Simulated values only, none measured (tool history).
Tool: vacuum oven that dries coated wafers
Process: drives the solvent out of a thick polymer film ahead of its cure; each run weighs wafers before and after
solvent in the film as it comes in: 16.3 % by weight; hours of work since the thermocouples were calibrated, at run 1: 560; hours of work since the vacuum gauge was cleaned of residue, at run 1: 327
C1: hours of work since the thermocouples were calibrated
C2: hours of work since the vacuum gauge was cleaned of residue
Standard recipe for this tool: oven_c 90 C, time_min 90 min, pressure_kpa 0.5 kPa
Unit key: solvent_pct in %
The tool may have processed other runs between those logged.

Run 1, hour 0: usual settings; C1 560; C2 327. Result: solvent_pct 1.71 %.
Run 2, hour 92: usual settings; C1 607; C2 374. Result: solvent_pct 1.67 %.
Run 3, hour 206.4: usual settings; C1 665; C2 432. Result: solvent_pct 1.73 %.
Run 4, hour 259.9: usual settings but oven_c 101 C; C1 692; C2 459. Result: solvent_pct 0.54 %.
At hour 285.3: oven's thermocouples calibrated.
Run 5, hour 378.4: usual settings but oven_c 101 C; C1 47; C2 519. Result: solvent_pct 0.54 %.
Run 6, hour 509.1: usual settings but time_min 72 min; C1 114; C2 585. Result: solvent_pct 2.79 %.
Run 7, hour 596.5: usual settings but oven_c 79 C; C1 158; C2 630. Result: solvent_pct 5.47 %.
Run 8, hour 692.3: usual settings but time_min 81 min; C1 207; C2 678. Result: solvent_pct 2.43 %.
Run 9, hour 811.9: usual settings but time_min 81 min; C1 268; C2 739. Result: solvent_pct 2.49 %.
Run 10, hour 909.9: usual settings but time_min 81 min; C1 318; C2 789. Result: solvent_pct 2.49 %.
Run 11, hour 973.3: usual settings but time_min 51 min; C1 350; C2 821. Result: solvent_pct 4.45 %.
At hour 1035.5: oven's thermocouples calibrated, once more.
Run 12, hour 1068.5: usual settings but oven_c 97 C, time_min 51 min, pressure_kpa 0.672 kPa; C1 17; C2 869. Result: solvent_pct 1.82 %.
Run 13, hour 1176.3: usual settings but time_min 47 min, pressure_kpa 0.423 kPa; C1 72; C2 923. Result: solvent_pct 3.83 %.
Run 14, hour 1270: usual settings but oven_c 104 C, time_min 70 min, pressure_kpa 0.506 kPa; C1 119; C2 971. Result: solvent_pct 0.52 %.
Run 15, hour 1379.1: usual settings but oven_c 104 C, time_min 70 min, pressure_kpa 0.506 kPa; C1 175; C2 1026. Result: solvent_pct 0.51 %.

Below are 3 alternative next runs, each starting from the tool's condition after run 15. Predict each:
Run A, hour 1468: usual settings but oven_c 94 C, time_min 70 min, pressure_kpa 0.506 kPa; C1 220; C2 1072. Result: solvent_pct ?.
Run B, hour 1468: usual settings but oven_c 99 C, time_min 74 min, pressure_kpa 1.894 kPa; C1 220; C2 1072. Result: solvent_pct ?.
Run C, hour 1468: usual settings but oven_c 104 C, time_min 70 min, pressure_kpa 0.648 kPa; C1 220; C2 1072. Result: solvent_pct ?.

run  solvent_pct
  A         1.54
  B         1.69
  C         0.68
Without the tool's hidden state the same runs would have given:
run  solvent_pct
  A         1.29
  B         1.48
  C          0.5

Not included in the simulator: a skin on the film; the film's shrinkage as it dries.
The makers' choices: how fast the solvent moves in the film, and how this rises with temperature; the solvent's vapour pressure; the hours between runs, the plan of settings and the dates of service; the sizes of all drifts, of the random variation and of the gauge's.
